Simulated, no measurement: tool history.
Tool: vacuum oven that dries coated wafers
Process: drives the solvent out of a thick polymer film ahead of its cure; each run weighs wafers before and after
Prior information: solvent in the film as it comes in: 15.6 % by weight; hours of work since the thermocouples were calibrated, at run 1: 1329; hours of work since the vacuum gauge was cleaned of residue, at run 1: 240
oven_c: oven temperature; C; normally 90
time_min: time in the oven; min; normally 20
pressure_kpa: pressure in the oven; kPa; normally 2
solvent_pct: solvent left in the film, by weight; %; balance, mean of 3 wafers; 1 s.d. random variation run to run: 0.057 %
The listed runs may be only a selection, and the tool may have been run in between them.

| run | hour | oven_c | time_min | pressure_kpa | hours of work since the thermocouples were calibrated | hours of work since the vacuum gauge was cleaned of residue | solvent_pct |
|---|---|---|---|---|---|---|---|
| 1 | 0 | 90 | 20 | 2 | 1329 | 240 | 3.03 |
| 2 | 16 | 90 | 20 | 2 | 1336 | 248 | 2.92 |
| 3 | 28.9 | 90 | 20 | 2 | 1342 | 253 | 2.92 |
| 4 | 43 | 90 | 20 | 2 | 1348 | 260 | 2.97 |
| 5 | 56.5 | 90 | 20 | 2 | 1354 | 266 | 3.04 |
| 6 | 67.3 | 90 | 20 | 2 | 1359 | 271 | 3.02 |
| 7 | 85.3 | 90 | 20 | 2 | 1367 | 279 | 2.95 |
| 8 | 94 | 90 | 20 | 2 | 1371 | 283 | 3.02 |
| 9 | 108.6 | 90 | 20 | 2 | 1378 | 289 | 3.03 |
| 10 | 120.5 | 90 | 20 | 2 | 1383 | 295 | 3.11 |
| 11 | 135.3 | 90 | 20 | 2 | 1390 | 302 | 3.06 |
| 12 | 144.4 | 90 | 20 | 2 | 1394 | 306 | 3.06 |
| 13 | 162.7 | 90 | 20 | 2 | 1402 | 314 | 3.08 |
| 14 | 175.2 | 90 | 20 | 2 | 1408 | 320 | 3 |
| 15 | 189 | 90 | 26 | 2 | 1414 | 326 | 2.22 |
| 16 | 201.4 | 90 | 26 | 2 | 1420 | 332 | 2.19 |
| 17 | 214.1 | 90 | 20 | 2 | 1426 | 337 | 3.09 |
| 18 | 232.5 | 90 | 20 | 2 | 1434 | 346 | 3.13 |
| 19 | 245.5 | 90 | 20 | 2 | 1440 | 351 | 3.1 |
| 20 | 255.3 | 90 | 20 | 1.75 | 1444 | 356 | 2.97 |
| 21 | 273.2 | 90 | 20 | 1.75 | 1452 | 364 | 3.07 |
| 22 | 290.7 | 89 | 20 | 2 | 1460 | 372 | 3.41 |
| 23 | 306 | 89 | 20 | 2 | 1467 | 379 | 3.39 |
| 24 | 323.4 | 89 | 20 | 2 | 1475 | 387 | 3.23 |
| 25 | 335.2 | 94 | 20 | 3.81 | 1480 | 392 | 2.74 |
| 26 | 345.8 | 77 | 16 | 2.35 | 1485 | 397 | 7.78 |
| 27 | 359.9 | 77 | 19 | 2.35 | 1492 | 403 | 6.97 |
| 28 | 374.6 | 77 | 20 | 1.29 | 1498 | 410 | 6.52 |
| 29 | 393.1 | 96 | 34 | 5.34 | 1507 | 418 | 1.61 |
| 30 | 403 | 100 | 34 | 5.34 | 1511 | 423 | 1.31 |
| 31 | 419.2 | 100 | 34 | 5.34 | 1519 | 430 | 1.34 |
| 32 | 428.6 | 100 | 24 | 5.34 | 1523 | 434 | 1.77 |
| 33 | 447 | 93 | 35 | 2.17 | 1531 | 443 | 1.11 |
| 34 | 458 | 77 | 13 | 5.94 | 1536 | 448 | 9.41 |
| 35 | 475.3 | 102 | 25 | 2.42 | 1544 | 456 | 0.75 |
| 36 | 485.7 | 90 | 30 | 1.7 | 1549 | 460 | 1.76 |
| 37 | 500 | 90 | 30 | 1.7 | 1555 | 467 | 1.7 |
| 38 | 514.4 | 87 | 20 | 2 | 1562 | 473 | 3.93 |
| 39 | 525.8 | 87 | 20 | 2 | 1567 | 478 | 3.94 |
| 40 | 543.8 | 84 | 34 | 6.9 | 1575 | 487 | 4.31 |
| 41 | 559.4 | 83 | 34 | 4.32 | 1582 | 494 | 3.78 |
| 42 | 569.4 | 90 | 32 | 2.77 | 1587 | 498 | 1.88 |
| 43 | 580.4 | 91 | 23 | 1.17 | 1591 | 503 | 2.18 |
| 44 | 593.3 | 90 | 30 | 2 | 1597 | 509 | 1.78 |
| 45 | 605.7 | 90 | 30 | 2 | 1603 | 515 | 1.91 |
| 46 | 618.2 | 90 | 13 | 5.67 | 1609 | 520 | 5.8 |
| 47 | 629.6 | 100 | 20 | 2 | 1614 | 525 | 1.27 |

Here are 4 independent what-if runs from the current tool condition. What would each one return?
| A | 645 | 90 | 20 | 6.9 | 1621 | 532 | ? |
| B | 645 | 90 | 11 | 3.4 | 1621 | 532 | ? |
| C | 645 | 90 | 27 | 2 | 1621 | 532 | ? |
| D | 645 | 104 | 33 | 5.06 | 1621 | 532 | ? |

| run | solvent_pct |
|---|---|
| A | 4.45 |
| B | 5.98 |
| C | 2.16 |
| D | 1.12 |
Had the tool no hidden state, the same runs would have come out as:
| run | solvent_pct |
|---|---|
| A | 3.89 |
| B | 5.41 |
| C | 1.74 |
| D | 0.99 |

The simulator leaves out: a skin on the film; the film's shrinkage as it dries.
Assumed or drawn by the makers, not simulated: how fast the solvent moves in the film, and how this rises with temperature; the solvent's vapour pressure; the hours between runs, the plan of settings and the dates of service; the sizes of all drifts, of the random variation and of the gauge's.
